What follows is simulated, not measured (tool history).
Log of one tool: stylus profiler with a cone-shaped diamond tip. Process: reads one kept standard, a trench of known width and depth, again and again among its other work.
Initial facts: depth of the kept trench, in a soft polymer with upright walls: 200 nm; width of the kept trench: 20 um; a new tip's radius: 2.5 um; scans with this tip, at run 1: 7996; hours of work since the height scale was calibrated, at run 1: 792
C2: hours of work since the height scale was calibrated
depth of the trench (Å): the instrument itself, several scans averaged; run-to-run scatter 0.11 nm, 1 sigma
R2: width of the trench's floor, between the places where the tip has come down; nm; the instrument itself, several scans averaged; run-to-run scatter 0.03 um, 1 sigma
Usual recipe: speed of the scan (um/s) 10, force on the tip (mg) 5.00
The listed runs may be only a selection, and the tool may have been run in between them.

Run 1, hour 0.0: usual settings; scans with this tip 7996; C2 792. Result: depth of the trench (Å) 2027.5, R2 17850 nm.
Run 2, hour 38.5: usual settings but force on the tip (mg) 1.81; scans with this tip 8273; C2 819. Result: depth of the trench (Å) 2009.3, R2 17710 nm.
Run 3, hour 68.6: usual settings but force on the tip (mg) 4.85; scans with this tip 8488; C2 841. Result: depth of the trench (Å) 2026.2, R2 17810 nm.
Run 4, hour 101.8: usual settings but force on the tip (mg) 4.85; scans with this tip 8727; C2 864. Result: depth of the trench (Å) 2022.9, R2 17820 nm.
Run 5, hour 143.0: usual settings but force on the tip (mg) 4.85; scans with this tip 9023; C2 894. Result: depth of the trench (Å) 2024.5, R2 17760 nm.
Run 6, hour 173.5: usual settings but force on the tip (mg) 4.85; scans with this tip 9242; C2 915. Result: depth of the trench (Å) 2023.7, R2 17740 nm.
Run 7, hour 200.0: usual settings but force on the tip (mg) 4.85; scans with this tip 9432; C2 934. Result: depth of the trench (Å) 2023.8, R2 17720 nm.
Run 8, hour 244.1: usual settings but speed of the scan (um/s) 4, force on the tip (mg) 2.19; scans with this tip 9748; C2 965. Result: depth of the trench (Å) 2010.3, R2 17740 nm.

Forecast run 9:
Run 9, hour 280.2: usual settings but speed of the scan (um/s) 4, force on the tip (mg) 2.19; scans with this tip 10007; C2 991. Result: depth of the trench (Å) ?, R2 ?.

Run 9 yielded depth of the trench (Å) 2010.4, R2 17750 nm.
On a tool with no hidden condition, and with the same random variation, this run would have come out at depth of the trench (Å) 2018.2, R2 18020 nm.
